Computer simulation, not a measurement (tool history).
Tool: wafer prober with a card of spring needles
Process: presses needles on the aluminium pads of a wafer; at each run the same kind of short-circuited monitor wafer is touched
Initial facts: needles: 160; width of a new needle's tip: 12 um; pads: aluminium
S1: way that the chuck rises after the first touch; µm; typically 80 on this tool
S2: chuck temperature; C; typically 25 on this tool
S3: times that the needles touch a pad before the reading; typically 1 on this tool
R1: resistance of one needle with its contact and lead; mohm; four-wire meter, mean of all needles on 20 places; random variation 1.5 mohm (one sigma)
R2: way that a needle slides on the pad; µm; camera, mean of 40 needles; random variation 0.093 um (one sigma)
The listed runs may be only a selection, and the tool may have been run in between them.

Run 1, hour 0.0: usual settings. Result: R1 152 mohm, R2 14.82 µm.
At hour 2.4: tips cleaned on abrasive film.
At hour 8.2: tips cleaned on abrasive film.
At hour 14.1: tips cleaned on abrasive film.
At hour 19.9: tips cleaned on abrasive film.
Run 2, hour 21.4: usual settings. Result: R1 148 mohm, R2 14.84 µm.
At hour 24.9: tips cleaned on abrasive film.
At hour 30.8: tips cleaned on abrasive film.
At hour 36.6: tips cleaned on abrasive film.
At hour 42.4: tips cleaned on abrasive film.
Run 3, hour 43.8: usual settings but S3 2. Result: R1 147 mohm, R2 14.67 µm.
At hour 47.3: tips cleaned on abrasive film.
At hour 52.0: tips cleaned on abrasive film.
At hour 57.8: tips cleaned on abrasive film.
At hour 63.7: tips cleaned on abrasive film.
Run 4, hour 68.1: usual settings but S1 90 µm. Result: R1 155 mohm, R2 16.46 µm.
At hour 69.4: tips cleaned on abrasive film.
At hour 75.2: tips cleaned on abrasive film.
At hour 81.1: tips cleaned on abrasive film.
At hour 85.8: tips cleaned on abrasive film.
At hour 91.6: tips cleaned on abrasive film.
Run 5, hour 93.1: usual settings but S1 90 µm. Result: R1 148 mohm, R2 16.45 µm.
At hour 96.6: tips cleaned on abrasive film.
At hour 102.5: tips cleaned on abrasive film.
At hour 107.2: tips cleaned on abrasive film.
At hour 112.6: tips cleaned on abrasive film.
Run 6, hour 112.6: usual settings but S1 90 µm. Result: R1 148 mohm, R2 16.39 µm.
At hour 118.4: tips cleaned on abrasive film.
At hour 123.1: tips cleaned on abrasive film.
At hour 128.4: tips cleaned on abrasive film.
Run 7, hour 128.4: usual settings but S1 90 µm. Result: R1 145 mohm, R2 16.22 µm.
At hour 133.1: tips cleaned on abrasive film.
At hour 138.9: tips cleaned on abrasive film.
At hour 144.8: tips cleaned on abrasive film.
Run 8, hour 147.2: usual settings but S1 90 µm. Result: R1 150 mohm, R2 16.36 µm.
At hour 149.6: tips cleaned on abrasive film.
At hour 155.4: tips cleaned on abrasive film.
At hour 160.1: tips cleaned on abrasive film.
At hour 166.0: tips cleaned on abrasive film.
Run 9, hour 169.5: usual settings but S1 90 µm. Result: R1 149 mohm, R2 16.32 µm.
At hour 170.7: tips cleaned on abrasive film.
At hour 176.5: tips cleaned on abrasive film.
At hour 182.3: tips cleaned on abrasive film.
At hour 188.2: tips cleaned on abrasive film.
Run 10, hour 189.3: usual settings but S1 90 µm. Result: R1 150 mohm, R2 16.23 µm.
At hour 194.0: tips cleaned on abrasive film.
At hour 194.3: height of the first contact set anew.
At hour 200.1: tips cleaned on abrasive film.
Run 11, hour 204.6: usual settings but S1 90 µm, S3 2. Result: R1 152 mohm, R2 17.38 µm.
At hour 205.9: tips cleaned on abrasive film.
At hour 211.7: tips cleaned on abrasive film.
At hour 216.4: tips cleaned on abrasive film.
At hour 222.2: tips cleaned on abrasive film.
Run 12, hour 226.7: usual settings but S1 90 µm, S3 2. Result: R1 150 mohm, R2 17.31 µm.
At hour 228.0: tips cleaned on abrasive film.
At hour 233.7: tips cleaned on abrasive film.
At hour 239.5: tips cleaned on abrasive film.
At hour 244.2: tips cleaned on abrasive film.
At hour 250.0: tips cleaned on abrasive film.
Run 13, hour 252.2: usual settings but S1 90 µm, S3 2. Result: R1 148 mohm, R2 17.20 µm.
At hour 255.7: tips cleaned on abrasive film.
At hour 260.4: tips cleaned on abrasive film.
At hour 266.3: tips cleaned on abrasive film.
At hour 272.1: tips cleaned on abrasive film.
At hour 277.5: tips cleaned on abrasive film.
Run 14, hour 277.5: usual settings but S1 90 µm, S3 2. Result: R1 146 mohm, R2 17.16 µm.
At hour 282.2: tips cleaned on abrasive film.
At hour 288.0: tips cleaned on abrasive film.
At hour 293.9: tips cleaned on abrasive film.
Run 15, hour 294.9: usual settings but S2 88 C. Result: R1 162 mohm, R2 14.96 µm.
At hour 299.6: tips cleaned on abrasive film.
At hour 304.3: tips cleaned on abrasive film.
At hour 310.1: tips cleaned on abrasive film.
Run 16, hour 313.3: usual settings but S2 88 C. Result: R1 163 mohm, R2 15.12 µm.
At hour 315.7: tips cleaned on abrasive film.
At hour 320.4: tips cleaned on abrasive film.
At hour 326.2: tips cleaned on abrasive film.
Run 17, hour 326.2: usual settings but S1 81 µm, S2 53 C, S3 2. Result: R1 153 mohm, R2 15.19 µm.
At hour 330.9: tips cleaned on abrasive film.
At hour 336.7: tips cleaned on abrasive film.
At hour 341.4: tips cleaned on abrasive film.
At hour 347.2: tips cleaned on abrasive film.
At hour 351.9: tips cleaned on abrasive film.
Run 18, hour 353.5: usual settings but S1 76 µm. Result: R1 153 mohm, R2 14.18 µm.
At hour 357.1: tips cleaned on abrasive film.
At hour 362.9: tips cleaned on abrasive film.
At hour 368.8: tips cleaned on abrasive film.
At hour 374.6: tips cleaned on abrasive film.
At hour 380.4: tips cleaned on abrasive film.
Run 19, hour 380.4: usual settings but S1 63 µm, S2 93 C. Result: R1 159 mohm, R2 11.68 µm.
At hour 386.2: tips cleaned on abrasive film.
At hour 392.0: tips cleaned on abrasive film.
Run 20, hour 394.2: usual settings but S1 62 µm, S2 93 C, S3 2. Result: R1 164 mohm, R2 11.36 µm.
At hour 397.7: tips cleaned on abrasive film.
At hour 403.4: tips cleaned on abrasive film.
At hour 409.3: tips cleaned on abrasive film.
At hour 414.6: tips cleaned on abrasive film.
Run 21, hour 414.6: usual settings but S1 95 µm, S2 27 C. Result: R1 148 mohm, R2 17.78 µm.
At hour 420.4: tips cleaned on abrasive film.
At hour 425.1: tips cleaned on abrasive film.
At hour 431.0: tips cleaned on abrasive film.
At hour 435.7: tips cleaned on abrasive film.
At hour 441.1: tips cleaned on abrasive film.
Run 22, hour 441.1: usual settings but S1 68 µm, S2 105 C, S3 3. Result: R1 161 mohm, R2 12.49 µm.
At hour 446.9: tips cleaned on abrasive film.
At hour 452.8: tips cleaned on abrasive film.
At hour 458.6: tips cleaned on abrasive film.
Run 23, hour 460.0: usual settings but S1 82 µm, S2 35 C, S3 3. Result: R1 150 mohm, R2 15.04 µm.
At hour 463.5: tips cleaned on abrasive film.
At hour 469.4: tips cleaned on abrasive film.
At hour 475.2: tips cleaned on abrasive film.
Run 24, hour 478.6: usual settings but S1 68 µm, S2 57 C, S3 2. Result: R1 161 mohm, R2 12.42 µm.

Predict the results of run 25:
At hour 481.0: tips cleaned on abrasive film.
At hour 485.6: tips cleaned on abrasive film.
At hour 491.5: tips cleaned on abrasive film.
At hour 496.2: tips cleaned on abrasive film.
At hour 502.0: tips cleaned on abrasive film.
Run 25, hour 505.9: usual settings but S1 68 µm, S2 56 C, S3 3. Result: R1 ?, R2 ?.

R1: 155 mohm
R2: 12.32 µm
Minus the tool's unlogged condition, the same run would have read R1 150 mohm, R2 13.32 µm.

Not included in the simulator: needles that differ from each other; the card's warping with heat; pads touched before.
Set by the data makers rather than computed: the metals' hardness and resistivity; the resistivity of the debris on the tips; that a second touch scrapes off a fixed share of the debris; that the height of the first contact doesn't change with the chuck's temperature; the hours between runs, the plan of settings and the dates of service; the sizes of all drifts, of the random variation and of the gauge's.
